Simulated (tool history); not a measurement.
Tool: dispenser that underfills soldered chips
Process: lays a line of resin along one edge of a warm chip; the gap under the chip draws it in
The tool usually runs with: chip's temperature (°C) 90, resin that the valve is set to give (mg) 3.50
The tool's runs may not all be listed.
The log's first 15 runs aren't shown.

run,hour,chip's temperature (°C),resin that the valve is set to give (mg),hours of work since the syringe was changed,hours of work since the valve was cleaned,hours of work since the stage was calibrated,time until the resin shows at the far edge (s),resin that the valve gave (mg)
# hour 51.8: new syringe of resin
16,52.4,90,4.22,0,140,45,15.6,3.76
# hour 53.8: dispensing valve cleaned and set on the balance
17,57.7,90,4.22,4,3,48,19.4,4.25
# hour 59.8: new syringe of resin
18,62.1,89,4.22,2,6,51,17.7,4.21
19,65.9,94,3.84,5,9,54,17.2,3.84
# hour 67.0: new syringe of resin
20,69.8,94,3.84,2,12,57,14.0,3.82
21,71.9,90,3.54,4,14,59,19.8,3.40
# hour 74.2: new syringe of resin
22,76.7,90,3.54,2,17,62,17.1,3.46
23,80.7,96,3.92,5,20,65,16.9,3.81
# hour 81.2: new syringe of resin
24,85.1,96,3.92,3,23,69,14.6,3.76
# hour 88.5: new syringe of resin
25,89.6,96,3.92,1,27,72,12.1,3.76
26,92.3,79,3.50,3,29,74,28.8,3.37
# hour 95.4: new syringe of resin
27,97.4,76,3.63,2,32,78,30.4,3.54
# hour 102.4: new syringe of resin
28,102.4,82,4.49,0,36,81,20.8,4.25
29,105.3,99,3.80,2,38,84,12.0,3.60
30,107.4,99,3.80,4,40,85,13.6,3.68
# hour 109.5: new syringe of resin
31,112.0,99,4.12,2,43,88,11.4,3.94
32,114.2,90,3.06,4,45,90,20.1,2.91
# hour 116.6: new syringe of resin
33,117.3,78,3.06,1,47,92,26.1,2.92
34,120.3,94,3.06,3,50,95,15.9,2.87
35,122.9,82,4.40,5,52,97,29.5,4.15

5 options for the next run, each taken on its own from the tool as it stands now. Forecast them:
# hour 123.7: new syringe of resin
A,125.7,101,4.33,2,53,99,?,?
# hour 123.7: new syringe of resin
B,125.7,75,4.40,2,53,99,?,?
# hour 123.7: new syringe of resin
C,125.7,77,4.30,2,53,99,?,?
# hour 123.7: new syringe of resin
D,125.7,94,3.98,2,53,99,?,?
# hour 123.7: new syringe of resin
E,125.7,97,3.57,2,53,99,?,?

run,time until the resin shows at the far edge (s),resin that the valve gave (mg)
A,10.9,4.15
B,30.6,4.18
C,29.1,4.13
D,14.1,3.71
E,12.7,3.49
Take away the tool's hidden state, keep each run's random variation, and the runs would have read:
run,time until the resin shows at the far edge (s),resin that the valve gave (mg)
A,10.2,4.37
B,28.7,4.40
C,27.3,4.35
D,13.1,3.92
E,11.8,3.67

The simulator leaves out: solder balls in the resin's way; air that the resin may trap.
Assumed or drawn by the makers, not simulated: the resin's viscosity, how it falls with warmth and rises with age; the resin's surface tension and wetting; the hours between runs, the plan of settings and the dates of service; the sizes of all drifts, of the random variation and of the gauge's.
